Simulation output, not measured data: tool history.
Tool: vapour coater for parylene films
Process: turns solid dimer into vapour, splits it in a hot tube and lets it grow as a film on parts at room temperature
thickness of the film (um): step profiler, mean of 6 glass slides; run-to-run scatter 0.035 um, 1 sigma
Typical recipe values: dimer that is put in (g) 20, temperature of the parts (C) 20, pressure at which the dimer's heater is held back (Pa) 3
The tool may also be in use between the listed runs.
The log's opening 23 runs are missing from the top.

| run | hour | dimer that is put in (g) | temperature of the parts (C) | pressure at which the dimer's heater is held back (Pa) | hours of work since the trap's valve was overhauled | hours of work since the table's thermometer was calibrated | thickness of the film (um) |
|---|---|---|---|---|---|---|---|
| 24 | 1252.6 | 20 | 25 | 3 | 472 | 570 | 3 |
|  | 1315 | trap's valve overhauled |
| 25 | 1318.1 | 20 | 25 | 4.91 | 2 | 613 | 2.85 |
| 26 | 1393.8 | 20 | 25 | 4.91 | 54 | 665 | 2.88 |
| 27 | 1468.4 | 20 | 25 | 4.91 | 105 | 716 | 2.86 |
| 28 | 1525 | 20 | 25 | 4.91 | 144 | 755 | 2.78 |
| 29 | 1575.2 | 21 | 28 | 3.36 | 179 | 789 | 2.87 |
| 30 | 1631.1 | 21 | 28 | 3.36 | 217 | 828 | 2.91 |
| 31 | 1707.5 | 11 | 20 | 6.24 | 270 | 880 | 1.64 |
| 32 | 1758.4 | 20 | 32 | 3 | 305 | 915 | 2.58 |
| 33 | 1803.4 | 20 | 24 | 4.66 | 336 | 946 | 2.78 |
| 34 | 1881.7 | 20 | 24 | 4.66 | 390 | 1000 | 2.82 |
| 35 | 1914.9 | 11 | 20 | 6.23 | 412 | 1023 | 1.59 |
| 36 | 1950.1 | 20 | 20 | 3 | 436 | 1047 | 3.4 |
| 37 | 1991 | 20 | 20 | 3 | 465 | 1075 | 3.33 |
| 38 | 2039.6 | 20 | 20 | 3.09 | 498 | 1109 | 3.29 |

What if the next run were any one of these 4? Each begins from the tool's condition after run 38:
|  | 2065.9 | trap's valve overhauled |
| A | 2081.5 | 10 | 17 | 4.82 | 11 | 1135 | ? |
|  | 2065.9 | trap's valve overhauled |
| B | 2081.5 | 19 | 20 | 3 | 11 | 1135 | ? |
|  | 2065.9 | trap's valve overhauled |
| C | 2081.5 | 25 | 25 | 4.18 | 11 | 1135 | ? |
|  | 2065.9 | trap's valve overhauled |
| D | 2081.5 | 32 | 20 | 9.54 | 11 | 1135 | ? |

| run | thickness of the film (um) |
|---|---|
| A | 1.72 |
| B | 3.4 |
| C | 3.62 |
| D | 4.43 |
What these runs would have given with no unlogged condition in the tool:
| run | thickness of the film (um) |
|---|---|
| A | 1.78 |
| B | 3.5 |
| C | 3.72 |
| D | 4.56 |
